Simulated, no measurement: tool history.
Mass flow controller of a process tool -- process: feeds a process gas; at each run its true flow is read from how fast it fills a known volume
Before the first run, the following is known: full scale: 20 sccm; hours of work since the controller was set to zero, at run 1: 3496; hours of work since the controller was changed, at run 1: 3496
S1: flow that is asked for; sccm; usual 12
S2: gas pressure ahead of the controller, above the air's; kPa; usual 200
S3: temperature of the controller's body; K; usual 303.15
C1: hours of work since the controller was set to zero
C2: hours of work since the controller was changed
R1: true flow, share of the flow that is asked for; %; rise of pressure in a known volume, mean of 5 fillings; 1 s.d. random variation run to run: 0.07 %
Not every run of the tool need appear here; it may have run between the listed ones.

run,day,S1,S2,S3,C1,C2,R1
1,0.000,12,200,303.15,3496,3496,99.19
2,18.738,12,200,303.15,3714,3714,99.14
3,34.912,12,200,309.15,3903,3903,98.36
4,47.075,11,200,309.15,4044,4044,98.53
5,67.358,12,200,310.15,4280,4280,98.37
6,86.146,12,200,310.15,4499,4499,98.38
7,100.933,12,200,310.15,4671,4671,98.38
8,115.671,12,141,303.15,4843,4843,99.42
9,132.204,12,168,303.15,5035,5035,99.33
10,152.667,4,174,303.15,5273,5273,98.86
11,164.079,8,200,303.15,5406,5406,99.06
12,183.800,8,200,303.15,5636,5636,99.16
13,196.067,7,239,295.15,5779,5779,99.85

Alternative continuations, all from the tool just after run 13; predict every row:
A,207.979,3,170,294.15,5917,5917,?
B,207.979,7,176,309.15,5917,5917,?
C,207.979,19,180,298.15,5917,5917,?

run,R1
A,100.19
B,98.41
C,100.03
With the hidden condition removed and each run's random variation left untouched, the same runs would have given:
run,R1
A,100.17
B,98.40
C,100.03
